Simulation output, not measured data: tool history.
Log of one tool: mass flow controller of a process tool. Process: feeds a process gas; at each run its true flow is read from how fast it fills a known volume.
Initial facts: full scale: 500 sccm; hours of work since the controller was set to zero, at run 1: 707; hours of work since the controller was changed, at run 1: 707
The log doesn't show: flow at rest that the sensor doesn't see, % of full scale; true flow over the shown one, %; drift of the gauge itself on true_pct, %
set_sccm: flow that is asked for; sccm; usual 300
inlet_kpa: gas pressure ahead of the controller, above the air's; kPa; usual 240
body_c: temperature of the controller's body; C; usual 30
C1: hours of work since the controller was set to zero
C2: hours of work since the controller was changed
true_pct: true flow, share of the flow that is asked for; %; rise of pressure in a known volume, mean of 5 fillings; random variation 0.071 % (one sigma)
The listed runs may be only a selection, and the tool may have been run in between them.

Run 1, day 0.000: usual settings; C1 707; C2 707. Result: true_pct 99.87 %.
Run 2, day 11.458: usual settings; C1 872; C2 872. Result: true_pct 99.82 %.
Run 3, day 22.250: usual settings; C1 1027; C2 1027. Result: true_pct 99.94 %.
Run 4, day 39.621: usual settings but set_sccm 127 sccm; C1 1278; C2 1278. Result: true_pct 99.26 %.
Run 5, day 61.283: usual settings but set_sccm 127 sccm; C1 1590; C2 1590. Result: true_pct 99.06 %.
Run 6, day 75.962: usual settings but set_sccm 127 sccm; C1 1802; C2 1802. Result: true_pct 99.12 %.
Run 7, day 87.250: usual settings but set_sccm 127 sccm; C1 1965; C2 1965. Result: true_pct 99.26 %.
Run 8, day 98.388: usual settings but set_sccm 127 sccm; C1 2125; C2 2125. Result: true_pct 99.04 %.
Run 9, day 121.946: usual settings; C1 2465; C2 2465. Result: true_pct 99.51 %.
Run 10, day 144.729: usual settings; C1 2793; C2 2793. Result: true_pct 99.37 %.
Run 11, day 167.200: usual settings; C1 3117; C2 3117. Result: true_pct 99.19 %.
Run 12, day 190.483: usual settings but set_sccm 182 sccm; C1 3453; C2 3453. Result: true_pct 99.03 %.
Run 13, day 204.912: usual settings but set_sccm 182 sccm; C1 3661; C2 3661. Result: true_pct 98.87 %.
Run 14, day 221.046: usual settings but set_sccm 182 sccm; C1 3893; C2 3893. Result: true_pct 98.89 %.
Run 15, day 235.617: usual settings but set_sccm 103 sccm; C1 4103; C2 4103. Result: true_pct 98.48 %.
Run 16, day 259.092: usual settings but set_sccm 103 sccm; C1 4442; C2 4442. Result: true_pct 98.42 %.
Run 17, day 278.808: usual settings but set_sccm 103 sccm; C1 4726; C2 4726. Result: true_pct 98.50 %.
Run 18, day 299.821: usual settings but set_sccm 103 sccm; C1 5029; C2 5029. Result: true_pct 98.31 %.
Run 19, day 323.200: usual settings but set_sccm 103 sccm; C1 5366; C2 5366. Result: true_pct 98.20 %.
Run 20, day 341.862: usual settings but inlet_kpa 217 kPa; C1 5635; C2 5635. Result: true_pct 98.61 %.
Run 21, day 352.167: usual settings but inlet_kpa 217 kPa; C1 5784; C2 5784. Result: true_pct 98.62 %.
Run 22, day 365.288: usual settings but set_sccm 274 sccm; C1 5973; C2 5973. Result: true_pct 98.60 %.
Run 23, day 383.904: usual settings but set_sccm 274 sccm; C1 6241; C2 6241. Result: true_pct 98.61 %.
Run 24, day 408.633: usual settings but body_c 24 C; C1 6598; C2 6598. Result: true_pct 98.20 %.
At day 428.529: gauge calibrated.
Run 25, day 430.225: usual settings but body_c 24 C; C1 6909; C2 6909. Result: true_pct 99.54 %.
Run 26, day 450.125: usual settings but set_sccm 101 sccm, inlet_kpa 180 kPa; C1 7196; C2 7196. Result: true_pct 98.96 %.
Run 27, day 462.762: usual settings but set_sccm 71 sccm, inlet_kpa 263 kPa; C1 7378; C2 7378. Result: true_pct 99.34 %.
Run 28, day 487.242: usual settings but set_sccm 64 sccm, inlet_kpa 159 kPa, body_c 26 C; C1 7731; C2 7731. Result: true_pct 98.47 %.
Run 29, day 511.100: usual settings but set_sccm 228 sccm, inlet_kpa 159 kPa, body_c 26 C; C1 8075; C2 8075. Result: true_pct 98.82 %.
Run 30, day 533.479: usual settings but set_sccm 228 sccm, inlet_kpa 159 kPa, body_c 26 C; C1 8398; C2 8398. Result: true_pct 98.86 %.
At day 535.246: controller's zero set anew.
Run 31, day 552.450: usual settings but inlet_kpa 184 kPa, body_c 39 C; C1 248; C2 8671. Result: true_pct 99.50 %.
Run 32, day 576.783: usual settings but set_sccm 197 sccm, inlet_kpa 219 kPa, body_c 22 C; C1 599; C2 9022. Result: true_pct 98.57 %.
Run 33, day 597.250: usual settings but set_sccm 459 sccm, inlet_kpa 234 kPa, body_c 26 C; C1 894; C2 9317. Result: true_pct 99.58 %.
Run 34, day 614.842: usual settings but set_sccm 146 sccm, inlet_kpa 234 kPa, body_c 29 C; C1 1148; C2 9570. Result: true_pct 98.74 %.
Run 35, day 629.838: usual settings but set_sccm 492 sccm, inlet_kpa 212 kPa, body_c 25 C; C1 1364; C2 9786. Result: true_pct 99.28 %.
Run 36, day 644.208: usual settings but set_sccm 65 sccm, body_c 22 C; C1 1571; C2 9994. Result: true_pct 98.11 %.
Run 37, day 667.758: usual settings but set_sccm 65 sccm, body_c 22 C; C1 1910; C2 10333. Result: true_pct 98.06 %.
Run 38, day 683.642: usual settings but set_sccm 65 sccm, inlet_kpa 143 kPa, body_c 22 C; C1 2139; C2 10562. Result: true_pct 97.54 %.
Run 39, day 699.033: usual settings but set_sccm 65 sccm, inlet_kpa 165 kPa, body_c 22 C; C1 2361; C2 10784. Result: true_pct 97.63 %.
Run 40, day 716.442: usual settings but set_sccm 115 sccm, inlet_kpa 165 kPa; C1 2612; C2 11035. Result: true_pct 98.01 %.
Run 41, day 728.062: usual settings but set_sccm 259 sccm, inlet_kpa 169 kPa, body_c 29 C; C1 2780; C2 11202. Result: true_pct 98.42 %.
Run 42, day 743.267: usual settings but set_sccm 259 sccm, inlet_kpa 169 kPa, body_c 39 C; C1 2999; C2 11422. Result: true_pct 98.81 %.
Run 43, day 764.600: usual settings but set_sccm 259 sccm, inlet_kpa 227 kPa, body_c 39 C; C1 3307; C2 11729. Result: true_pct 98.92 %.
Run 44, day 784.275: usual settings but set_sccm 93 sccm, inlet_kpa 213 kPa; C1 3590; C2 12013. Result: true_pct 97.98 %.
Run 45, day 796.100: usual settings but set_sccm 93 sccm, inlet_kpa 213 kPa; C1 3761; C2 12183. Result: true_pct 97.91 %.
At day 807.321: controller exchanged for a calibrated one.
Run 46, day 820.871: usual settings but set_sccm 142 sccm, inlet_kpa 154 kPa, body_c 23 C; C1 195; C2 195. Result: true_pct 97.48 %.
Run 47, day 835.683: usual settings but set_sccm 165 sccm, inlet_kpa 152 kPa, body_c 22 C; C1 409; C2 409. Result: true_pct 97.37 %.
Run 48, day 846.521: usual settings but set_sccm 255 sccm, inlet_kpa 150 kPa, body_c 29 C; C1 565; C2 565. Result: true_pct 97.87 %.

Alternative continuations, all from the tool just after run 48; predict every row:
Run A, day 866.121: usual settings but set_sccm 255 sccm, inlet_kpa 150 kPa, body_c 37 C; C1 848; C2 848. Result: true_pct ?.
Run B, day 866.121: usual settings but set_sccm 104 sccm, inlet_kpa 187 kPa, body_c 27 C; C1 848; C2 848. Result: true_pct ?.
Run C, day 866.121: usual settings but set_sccm 96 sccm, inlet_kpa 150 kPa, body_c 35 C; C1 848; C2 848. Result: true_pct ?.

run  true_pct
  A     98.21
  B     97.65
  C     97.67
Had the tool no hidden state, the same runs would have come out as:
run  true_pct
  A     99.64
  B     99.06
  C     99.09

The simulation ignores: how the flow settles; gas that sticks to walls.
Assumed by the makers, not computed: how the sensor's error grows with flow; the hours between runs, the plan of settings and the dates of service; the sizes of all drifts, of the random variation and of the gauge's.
